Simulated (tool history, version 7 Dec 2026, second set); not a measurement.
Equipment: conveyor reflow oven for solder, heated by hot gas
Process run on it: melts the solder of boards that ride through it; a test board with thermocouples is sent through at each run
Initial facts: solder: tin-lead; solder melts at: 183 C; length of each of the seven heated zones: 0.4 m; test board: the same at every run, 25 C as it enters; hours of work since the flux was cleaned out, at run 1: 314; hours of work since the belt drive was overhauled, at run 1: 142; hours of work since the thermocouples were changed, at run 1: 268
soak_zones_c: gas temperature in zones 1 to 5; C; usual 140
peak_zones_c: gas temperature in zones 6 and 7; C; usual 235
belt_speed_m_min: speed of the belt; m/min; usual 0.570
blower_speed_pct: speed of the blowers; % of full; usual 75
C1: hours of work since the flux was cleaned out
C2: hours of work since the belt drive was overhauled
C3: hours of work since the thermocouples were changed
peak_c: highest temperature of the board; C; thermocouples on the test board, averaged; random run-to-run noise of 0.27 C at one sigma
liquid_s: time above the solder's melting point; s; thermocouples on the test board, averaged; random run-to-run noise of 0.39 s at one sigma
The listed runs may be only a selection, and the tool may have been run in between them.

Run 1, hour 0.0: usual settings; C1 314; C2 142; C3 268. Result: peak_c 216.3 C, liquid_s 63.0 s.
Run 2, hour 11.7: usual settings; C1 321; C2 149; C3 275. Result: peak_c 216.9 C, liquid_s 63.1 s.
Run 3, hour 19.1: usual settings; C1 326; C2 154; C3 280. Result: peak_c 217.1 C, liquid_s 63.0 s.
Run 4, hour 28.4: usual settings but peak_zones_c 238 C; C1 332; C2 160; C3 286. Result: peak_c 218.8 C, liquid_s 65.3 s.
Run 5, hour 34.8: usual settings but peak_zones_c 238 C; C1 336; C2 164; C3 290. Result: peak_c 218.9 C, liquid_s 64.5 s.
At hour 40.9: flux residue cleaned out of gas plates and filters.
Run 6, hour 50.5: usual settings but blower_speed_pct 63 % of full; C1 6; C2 171; C3 297. Result: peak_c 211.8 C, liquid_s 57.4 s.
Run 7, hour 61.1: usual settings but blower_speed_pct 86 % of full; C1 13; C2 178; C3 304. Result: peak_c 218.3 C, liquid_s 64.1 s.
Run 8, hour 71.5: usual settings; C1 20; C2 184; C3 310. Result: peak_c 215.0 C, liquid_s 61.7 s.
Run 9, hour 81.1: usual settings but blower_speed_pct 51 % of full; C1 26; C2 190; C3 317. Result: peak_c 207.2 C, liquid_s 51.3 s.
Run 10, hour 89.8: usual settings but blower_speed_pct 51 % of full; C1 31; C2 196; C3 322. Result: peak_c 207.6 C, liquid_s 51.0 s.
Run 11, hour 98.3: usual settings but blower_speed_pct 51 % of full; C1 37; C2 201; C3 328. Result: peak_c 207.3 C, liquid_s 51.5 s.
At hour 108.2: flux residue cleaned out of gas plates and filters, once more.
Run 12, hour 112.5: usual settings but soak_zones_c 153 C, peak_zones_c 238 C, blower_speed_pct 51 % of full; C1 3; C2 207; C3 333. Result: peak_c 216.6 C, liquid_s 66.8 s.
Run 13, hour 124.7: usual settings but soak_zones_c 145 C, peak_zones_c 238 C, belt_speed_m_min 0.598 m/min, blower_speed_pct 51 % of full; C1 11; C2 215; C3 341. Result: peak_c 212.3 C, liquid_s 56.5 s.
Run 14, hour 138.1: usual settings but peak_zones_c 248 C, belt_speed_m_min 0.620 m/min, blower_speed_pct 70 % of full; C1 19; C2 224; C3 350. Result: peak_c 225.7 C, liquid_s 64.0 s.
Run 15, hour 144.5: usual settings but soak_zones_c 139 C, blower_speed_pct 66 % of full; C1 23; C2 228; C3 354. Result: peak_c 215.8 C, liquid_s 61.8 s.
Run 16, hour 151.7: usual settings but soak_zones_c 139 C, belt_speed_m_min 0.648 m/min, blower_speed_pct 66 % of full; C1 28; C2 232; C3 358. Result: peak_c 211.2 C, liquid_s 49.0 s.
Run 17, hour 165.0: usual settings but soak_zones_c 142 C, peak_zones_c 249 C, belt_speed_m_min 0.505 m/min, blower_speed_pct 71 % of full; C1 36; C2 241; C3 367. Result: peak_c 233.7 C, liquid_s 87.1 s.
Run 18, hour 176.6: usual settings but peak_zones_c 248 C; C1 44; C2 248; C3 374. Result: peak_c 229.6 C, liquid_s 72.9 s.

Alternative continuations, all from the tool just after run 18; predict every row:
Run A, hour 186.5: usual settings but peak_zones_c 248 C, belt_speed_m_min 0.518 m/min; C1 50; C2 254; C3 381. Result: peak_c ?, liquid_s ?.
Run B, hour 186.5: usual settings but soak_zones_c 128 C, belt_speed_m_min 0.528 m/min, blower_speed_pct 73 % of full; C1 50; C2 254; C3 381. Result: peak_c ?, liquid_s ?.
Run C, hour 186.5: usual settings but belt_speed_m_min 0.484 m/min; C1 50; C2 254; C3 381. Result: peak_c ?, liquid_s ?.
Run D, hour 186.5: usual settings but soak_zones_c 137 C, belt_speed_m_min 0.526 m/min; C1 50; C2 254; C3 381. Result: peak_c ?, liquid_s ?.
Run E, hour 186.5: usual settings but peak_zones_c 233 C, blower_speed_pct 80 % of full; C1 50; C2 254; C3 381. Result: peak_c ?, liquid_s ?.

run  peak_c  liquid_s
  A   233.4      82.7
  B   218.6      66.2
  C   223.3      82.3
  D   220.9      71.5
  E   218.6      65.1
Without the tool's hidden state the same runs would have given:
run  peak_c  liquid_s
  A   233.0      81.8
  B   218.2      65.5
  C   222.9      81.4
  D   220.6      70.8
  E   218.3      64.4
